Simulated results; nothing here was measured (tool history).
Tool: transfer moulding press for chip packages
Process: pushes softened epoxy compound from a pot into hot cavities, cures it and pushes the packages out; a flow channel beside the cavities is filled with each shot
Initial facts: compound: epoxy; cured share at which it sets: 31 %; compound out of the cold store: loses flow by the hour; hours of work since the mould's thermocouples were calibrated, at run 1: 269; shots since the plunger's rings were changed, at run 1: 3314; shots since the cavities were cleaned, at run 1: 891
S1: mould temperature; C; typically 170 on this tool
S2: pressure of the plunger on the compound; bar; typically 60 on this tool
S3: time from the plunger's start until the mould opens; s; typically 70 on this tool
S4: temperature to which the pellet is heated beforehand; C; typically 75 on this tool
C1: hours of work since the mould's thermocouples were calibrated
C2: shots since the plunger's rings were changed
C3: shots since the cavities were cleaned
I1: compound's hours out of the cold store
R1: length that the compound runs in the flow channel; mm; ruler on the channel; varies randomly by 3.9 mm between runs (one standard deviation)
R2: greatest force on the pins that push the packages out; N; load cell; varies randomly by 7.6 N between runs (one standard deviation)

run	day	S1	S2	S3	S4	C1	C2	C3	I1	R1	R2
1	0	170	60	70	75	269	3314	891	12.7	791	576
2	0.446	170	60	70	75	274	3424	1001	36	732	550
# day 0.912: cavities cleaned with cleaning compound and waxed
3	1.062	170	60	70	75	280	3561	37	25.8	751	357
4	1.854	170	60	70	75	288	3756	232	8.7	796	469
5	2.754	170	60	70	75	297	3979	455	44	706	497
6	3.142	170	60	70	75	301	4074	550	40.2	715	522
7	3.875	170	60	70	75	309	4255	731	34.1	726	561
8	4.567	170	60	70	75	316	4425	901	36.1	719	573
9	5.25	170	60	70	75	323	4595	1071	40.3	708	581
# day 5.479: cavities cleaned with cleaning compound and waxed
10	6.096	170	50.4	70	75	331	4787	152	35.8	656	413
11	6.896	170	60	70	75	339	4985	350	8.5	783	530
12	7.304	173	60	70	75	343	5086	451	21.9	745	428
13	7.883	173	73	70	75	349	5229	594	25.3	809	450
14	8.283	173	73	70	75	353	5327	692	22.6	812	448
15	8.858	173	73	70	75	359	5469	834	23.7	806	440
16	9.317	170	60	101	75	364	5583	948	19.6	751	344
17	9.854	170	60	101	75	369	5715	1080	42.9	692	356
# day 10: cavities cleaned with cleaning compound and waxed
18	10.362	170	74.7	101	79	374	5825	90	43.7	773	235
19	11.088	167	74.7	85	68	381	6004	269	16.7	854	397
# day 11.479: plunger's sealing rings changed
20	11.642	167	54.2	85	74	386	40	380	25.5	755	400
21	12.417	167	54.2	85	74	394	231	571	8.1	795	440
22	12.95	176	59.4	74	79	399	363	703	16.4	784	369
23	13.512	176	59.4	74	79	405	501	841	21.4	769	373
24	13.95	176	59.4	74	79	410	610	950	40	718	367
# day 14.65: cavities cleaned with cleaning compound and waxed
25	14.729	176	59.4	74	79	417	787	20	30.4	738	222
26	15.221	164	53.4	70	79	422	907	140	29	744	633
27	15.95	173	60	65	79	429	1088	321	45.5	712	421

Hidden state at the last listed run before each entry between runs and at the first one after, where it differs:
Run 2 -> run 3: cavities cleaned with cleaning compound and waxed (day 0.912)
  pressure that reaches the compound, % of what is set: 92.86 -> 92.62; grip of the stained cavities, % over clean ones': 78.5 -> 9
  the result without the hidden state subtracted from the measured one, R1: -27 -> -29 mm; R2: +243 -> +33 N
Run 9 -> run 10: cavities cleaned with cleaning compound and waxed (day 5.479)
  true mould temperature over the reading, C: -0.1 -> -0.09; pressure that reaches the compound, % of what is set: 90.54 -> 90.18; grip of the stained cavities, % over clean ones': 79.5 -> 30.8
  the result without the hidden state subtracted from the measured one, R1: -36 -> -35 mm; R2: +258 -> +99 N
Run 17 -> run 18: cavities cleaned with cleaning compound and waxed (day 10)
  true mould temperature over the reading, C: -0.05 -> -0.04; pressure that reaches the compound, % of what is set: 88.34 -> 88.13; grip of the stained cavities, % over clean ones': 79.7 -> 21.4
  the result without the hidden state subtracted from the measured one, R1: -44 -> -51 mm; R2: +157 -> +42 N
Run 19 -> run 20: plunger's sealing rings changed (day 11.479)
  true mould temperature over the reading, C: -0.04 -> -0.03; pressure that reaches the compound, % of what is set: 87.76 -> 99.61; grip of the stained cavities, % over clean ones': 47.1 -> 57.1
  the result without the hidden state subtracted from the measured one, R1: -57 -> -1 mm; R2: +129 -> +147 N
Run 24 -> run 25: cavities cleaned with cleaning compound and waxed (day 14.65)
  true mould temperature over the reading, C: -0.01 -> 0; pressure that reaches the compound, % of what is set: 98.48 -> 98.13; grip of the stained cavities, % over clean ones': 78.6 -> 6.4
  the result without the hidden state subtracted from the measured one, R1: -5 -> -7 mm; R2: +157 -> +13 N

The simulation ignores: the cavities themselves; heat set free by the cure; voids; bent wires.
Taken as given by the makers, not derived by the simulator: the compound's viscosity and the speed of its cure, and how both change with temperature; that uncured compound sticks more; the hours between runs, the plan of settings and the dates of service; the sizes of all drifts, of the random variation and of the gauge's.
